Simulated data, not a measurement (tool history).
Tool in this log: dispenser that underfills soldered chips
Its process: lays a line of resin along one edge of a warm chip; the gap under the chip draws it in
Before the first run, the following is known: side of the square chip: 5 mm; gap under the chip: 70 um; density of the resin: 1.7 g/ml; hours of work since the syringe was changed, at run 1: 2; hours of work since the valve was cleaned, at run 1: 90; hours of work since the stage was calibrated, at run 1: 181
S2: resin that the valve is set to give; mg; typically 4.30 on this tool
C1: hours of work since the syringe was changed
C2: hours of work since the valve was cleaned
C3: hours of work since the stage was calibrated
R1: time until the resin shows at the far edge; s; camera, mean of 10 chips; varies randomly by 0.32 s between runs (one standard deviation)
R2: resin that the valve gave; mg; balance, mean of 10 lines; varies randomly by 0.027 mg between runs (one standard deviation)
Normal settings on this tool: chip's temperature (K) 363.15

run 1 day=0.000 | chip's_temperature_(K)=363.15 S2=4.30 | C1=2 C2=90 C3=181 | R1=12.4 R2=4.05
run 2 day=0.283 | chip's_temperature_(K)=375.15 S2=4.30 | C1=6 C2=95 C3=185 | R1=12.6 R2=4.03
-- day=0.600 new syringe of resin
run 3 day=0.608 | chip's_temperature_(K)=375.15 S2=4.30 | C1=0 C2=100 C3=190 | R1=7.0 R2=4.06
run 4 day=1.092 | chip's_temperature_(K)=363.15 S2=4.11 | C1=8 C2=108 C3=198 | R1=21.9 R2=3.85
-- day=1.296 new syringe of resin
run 5 day=1.579 | chip's_temperature_(K)=363.15 S2=4.06 | C1=5 C2=116 C3=206 | R1=16.2 R2=3.79
-- day=1.975 new syringe of resin
run 6 day=2.058 | chip's_temperature_(K)=363.15 S2=4.06 | C1=1 C2=123 C3=213 | R1=12.6 R2=3.77
run 7 day=2.496 | chip's_temperature_(K)=363.15 S2=3.90 | C1=9 C2=130 C3=221 | R1=23.3 R2=3.62
-- day=2.658 new syringe of resin
run 8 day=3.012 | chip's_temperature_(K)=363.15 S2=4.11 | C1=6 C2=139 C3=229 | R1=18.8 R2=3.77
-- day=3.342 dispensing valve cleaned and set on the balance
-- day=3.375 new syringe of resin
run 9 day=3.529 | chip's_temperature_(K)=363.15 S2=5.29 | C1=2 C2=3 C3=236 | R1=12.6 R2=5.27
-- day=4.062 new syringe of resin
run 10 day=4.062 | chip's_temperature_(K)=363.15 S2=4.91 | C1=0 C2=11 C3=245 | R1=10.7 R2=4.86
run 11 day=4.462 | chip's_temperature_(K)=363.15 S2=4.91 | C1=7 C2=18 C3=251 | R1=18.3 R2=4.86
-- day=4.758 new syringe of resin
run 12 day=4.854 | chip's_temperature_(K)=363.15 S2=3.82 | C1=2 C2=24 C3=257 | R1=12.9 R2=3.74
run 13 day=5.271 | chip's_temperature_(K)=363.15 S2=3.82 | C1=8 C2=31 C3=264 | R1=22.1 R2=3.80
-- day=5.454 new syringe of resin
run 14 day=5.533 | chip's_temperature_(K)=363.15 S2=3.82 | C1=1 C2=35 C3=268 | R1=12.0 R2=3.72
run 15 day=5.908 | chip's_temperature_(K)=371.15 S2=3.82 | C1=7 C2=41 C3=274 | R1=15.2 R2=3.79
-- day=6.133 new syringe of resin
run 16 day=6.329 | chip's_temperature_(K)=371.15 S2=3.82 | C1=3 C2=48 C3=281 | R1=10.6 R2=3.72
run 17 day=6.596 | chip's_temperature_(K)=363.15 S2=4.81 | C1=7 C2=52 C3=285 | R1=19.1 R2=4.71
-- day=6.842 new syringe of resin
run 18 day=6.996 | chip's_temperature_(K)=364.15 S2=4.41 | C1=2 C2=58 C3=292 | R1=12.1 R2=4.32
run 19 day=7.250 | chip's_temperature_(K)=364.15 S2=4.41 | C1=7 C2=62 C3=296 | R1=17.0 R2=4.30
-- day=7.521 new syringe of resin
run 20 day=7.675 | chip's_temperature_(K)=364.15 S2=4.41 | C1=2 C2=69 C3=303 | R1=13.0 R2=4.25
run 21 day=8.121 | chip's_temperature_(K)=364.15 S2=4.41 | C1=10 C2=76 C3=310 | R1=22.7 R2=4.19
-- day=8.212 new syringe of resin
run 22 day=8.675 | chip's_temperature_(K)=364.15 S2=4.41 | C1=8 C2=85 C3=319 | R1=19.9 R2=4.19
-- day=8.921 new syringe of resin
run 23 day=9.008 | chip's_temperature_(K)=363.15 S2=3.73 | C1=1 C2=90 C3=324 | R1=13.2 R2=3.56
run 24 day=9.238 | chip's_temperature_(K)=363.15 S2=3.73 | C1=5 C2=94 C3=328 | R1=16.4 R2=3.57
-- day=9.612 new syringe of resin
run 25 day=9.658 | chip's_temperature_(K)=363.15 S2=3.73 | C1=1 C2=101 C3=334 | R1=12.1 R2=3.55
run 26 day=10.133 | chip's_temperature_(K)=360.15 S2=4.50 | C1=9 C2=109 C3=342 | R1=23.7 R2=4.30
-- day=10.250 stage's temperature calibrated
-- day=10.371 new syringe of resin
run 27 day=10.733 | chip's_temperature_(K)=363.15 S2=4.51 | C1=6 C2=118 C3=8 | R1=18.5 R2=4.23
run 28 day=10.979 | chip's_temperature_(K)=370.15 S2=4.72 | C1=10 C2=122 C3=12 | R1=20.6 R2=4.36
-- day=11.075 new syringe of resin
run 29 day=11.396 | chip's_temperature_(K)=360.15 S2=4.50 | C1=5 C2=128 C3=18 | R1=18.2 R2=4.18
-- day=11.767 new syringe of resin
run 30 day=11.804 | chip's_temperature_(K)=358.15 S2=4.76 | C1=1 C2=135 C3=25 | R1=14.2 R2=4.40
run 31 day=12.258 | chip's_temperature_(K)=348.15 S2=4.98 | C1=8 C2=142 C3=32 | R1=37.7 R2=4.53
-- day=12.392 dispensing valve cleaned and set on the balance
-- day=12.500 new syringe of resin
run 32 day=12.708 | chip's_temperature_(K)=348.15 S2=4.79 | C1=3 C2=5 C3=39 | R1=24.8 R2=4.81
run 33 day=12.967 | chip's_temperature_(K)=348.15 S2=4.79 | C1=8 C2=9 C3=43 | R1=36.3 R2=4.81

The logged runs with the hidden state left out (each run's random variation unchanged):
The hidden state here: resin's viscosity, % of fresh resin's; dose that the valve gives, % of what is set; true chip temperature over the reading, C; drift of the gauge itself on fill_s, %; drift of the gauge itself on given_mg, %.
run=1 R1=11.1 R2=4.28
run=2 R1=7.8 R2=4.27
run=3 R1=7.1 R2=4.31
run=4 R1=11.3 R2=4.11
run=5 R1=11.2 R2=4.06
run=6 R1=11.5 R2=4.06
run=7 R1=11.6 R2=3.92
run=8 R1=11.9 R2=4.11
run=9 R1=10.6 R2=5.27
run=10 R1=11.1 R2=4.88
run=11 R1=10.9 R2=4.90
run=12 R1=11.8 R2=3.79
run=13 R1=11.3 R2=3.86
run=14 R1=11.3 R2=3.78
run=15 R1=8.5 R2=3.87
run=16 R1=8.5 R2=3.82
run=17 R1=10.8 R2=4.85
run=18 R1=10.5 R2=4.46
run=19 R1=10.3 R2=4.45
run=20 R1=11.0 R2=4.42
run=21 R1=10.1 R2=4.38
run=22 R1=10.8 R2=4.40
run=23 R1=12.3 R2=3.75
run=24 R1=10.9 R2=3.77
run=25 R1=11.8 R2=3.76
run=26 R1=12.1 R2=4.58
run=27 R1=10.9 R2=4.53
run=28 R1=8.9 R2=4.68
run=29 R1=11.6 R2=4.51
run=30 R1=13.4 R2=4.76
run=31 R1=19.1 R2=4.93
run=32 R1=18.8 R2=4.80
run=33 R1=19.0 R2=4.81
